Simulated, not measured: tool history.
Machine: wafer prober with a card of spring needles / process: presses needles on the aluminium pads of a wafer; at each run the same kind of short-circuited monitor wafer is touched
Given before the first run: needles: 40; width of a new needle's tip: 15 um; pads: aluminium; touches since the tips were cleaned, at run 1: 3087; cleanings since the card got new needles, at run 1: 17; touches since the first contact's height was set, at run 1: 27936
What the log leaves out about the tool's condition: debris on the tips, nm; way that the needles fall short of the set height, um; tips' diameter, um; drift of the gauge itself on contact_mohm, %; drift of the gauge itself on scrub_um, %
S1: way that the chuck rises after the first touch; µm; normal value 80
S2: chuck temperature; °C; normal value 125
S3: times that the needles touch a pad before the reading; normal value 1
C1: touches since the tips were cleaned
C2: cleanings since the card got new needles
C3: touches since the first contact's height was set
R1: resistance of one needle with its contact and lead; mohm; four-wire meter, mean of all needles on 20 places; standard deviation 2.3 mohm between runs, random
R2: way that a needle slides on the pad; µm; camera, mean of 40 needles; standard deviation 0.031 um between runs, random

run 1 day=0.000 | S1=80 S2=125 S3=1 | C1=3087 C2=17 C3=27936 | R1=267 R2=12.41
-- day=0.333 tips cleaned on abrasive film
run 2 day=0.542 | S1=80 S2=125 S3=1 | C1=3135 C2=18 C3=35988 | R1=262 R2=12.39
-- day=0.862 tips cleaned on abrasive film
run 3 day=0.938 | S1=62 S2=125 S3=1 | C1=1147 C2=19 C3=41876 | R1=269 R2=9.63
-- day=1.388 tips cleaned on abrasive film
run 4 day=1.442 | S1=80 S2=125 S3=1 | C1=822 C2=20 C3=49393 | R1=266 R2=12.43
run 5 day=1.846 | S1=80 S2=125 S3=1 | C1=6835 C2=20 C3=55406 | R1=265 R2=12.38
-- day=1.912 tips cleaned on abrasive film
run 6 day=2.375 | S1=80 S2=125 S3=1 | C1=6977 C2=21 C3=63332 | R1=264 R2=12.36
-- day=2.446 tips cleaned on abrasive film
-- day=2.971 tips cleaned on abrasive film
run 7 day=3.025 | S1=80 S2=125 S3=1 | C1=797 C2=23 C3=72905 | R1=263 R2=12.48
run 8 day=3.300 | S1=62 S2=125 S3=1 | C1=4972 C2=23 C3=77080 | R1=270 R2=9.63
-- day=3.504 tips cleaned on abrasive film
run 9 day=3.742 | S1=73 S2=125 S3=1 | C1=3541 C2=24 C3=83601 | R1=266 R2=11.31
-- day=4.025 tips cleaned on abrasive film
run 10 day=4.175 | S1=80 S2=56 S3=1 | C1=2259 C2=25 C3=90045 | R1=249 R2=12.41
-- day=4.571 tips cleaned on abrasive film
run 11 day=4.688 | S1=80 S2=56 S3=1 | C1=1783 C2=26 C3=97684 | R1=251 R2=12.36
-- day=5.108 tips cleaned on abrasive film
run 12 day=5.154 | S1=80 S2=56 S3=1 | C1=708 C2=27 C3=104622 | R1=245 R2=12.36
-- day=5.667 tips cleaned on abrasive film
run 13 day=5.746 | S1=80 S2=56 S3=1 | C1=1202 C2=28 C3=113403 | R1=249 R2=12.40
run 14 day=6.108 | S1=66 S2=38 S3=2 | C1=6628 C2=28 C3=118829 | R1=241 R2=10.23
-- day=6.196 tips cleaned on abrasive film
-- day=6.292 height of the first contact set anew
run 15 day=6.533 | S1=66 S2=72 S3=2 | C1=4875 C2=29 C3=3625 | R1=254 R2=10.18
-- day=6.750 tips cleaned on abrasive film
run 16 day=6.900 | S1=66 S2=72 S3=2 | C1=2249 C2=30 C3=9012 | R1=254 R2=10.22
-- day=7.308 tips cleaned on abrasive film
run 17 day=7.533 | S1=66 S2=72 S3=2 | C1=3397 C2=31 C3=18491 | R1=254 R2=10.27
-- day=7.829 tips cleaned on abrasive film
run 18 day=8.054 | S1=66 S2=72 S3=2 | C1=3372 C2=32 C3=26232 | R1=255 R2=10.27
-- day=8.404 tips cleaned on abrasive film
run 19 day=8.538 | S1=81 S2=41 S3=1 | C1=1971 C2=33 C3=33384 | R1=246 R2=12.53
run 20 day=8.896 | S1=67 S2=125 S3=2 | C1=7353 C2=33 C3=38766 | R1=265 R2=10.39
-- day=8.954 tips cleaned on abrasive film
-- day=9.483 tips cleaned on abrasive film
run 21 day=9.558 | S1=61 S2=88 S3=2 | C1=1083 C2=35 C3=48558 | R1=257 R2=9.43
-- day=10.000 tips cleaned on abrasive film
run 22 day=10.225 | S1=61 S2=88 S3=2 | C1=3375 C2=36 C3=58519 | R1=259 R2=9.43

5 options for the next run, each taken on its own from the tool as it stands now. Forecast them:
-- day=10.554 tips cleaned on abrasive film
run A day=10.683 | S1=97 S2=26 S3=2 | C1=1959 C2=37 C3=65337 | R1=? R2=?
-- day=10.554 tips cleaned on abrasive film
run B day=10.683 | S1=72 S2=28 S3=3 | C1=1959 C2=37 C3=65337 | R1=? R2=?
-- day=10.554 tips cleaned on abrasive film
run C day=10.683 | S1=61 S2=112 S3=2 | C1=1959 C2=37 C3=65337 | R1=? R2=?
-- day=10.554 tips cleaned on abrasive film
run D day=10.683 | S1=79 S2=113 S3=2 | C1=1959 C2=37 C3=65337 | R1=? R2=?
-- day=10.554 tips cleaned on abrasive film
run E day=10.683 | S1=100 S2=88 S3=2 | C1=1959 C2=37 C3=65337 | R1=? R2=?

run=A R1=238 R2=15.05
run=B R1=238 R2=11.14
run=C R1=266 R2=9.47
run=D R1=264 R2=12.23
run=E R1=253 R2=15.45
With the hidden condition removed and each run's random variation left untouched, the same runs would have given:
run=A R1=237 R2=15.05
run=B R1=238 R2=11.14
run=C R1=265 R2=9.47
run=D R1=263 R2=12.23
run=E R1=253 R2=15.45
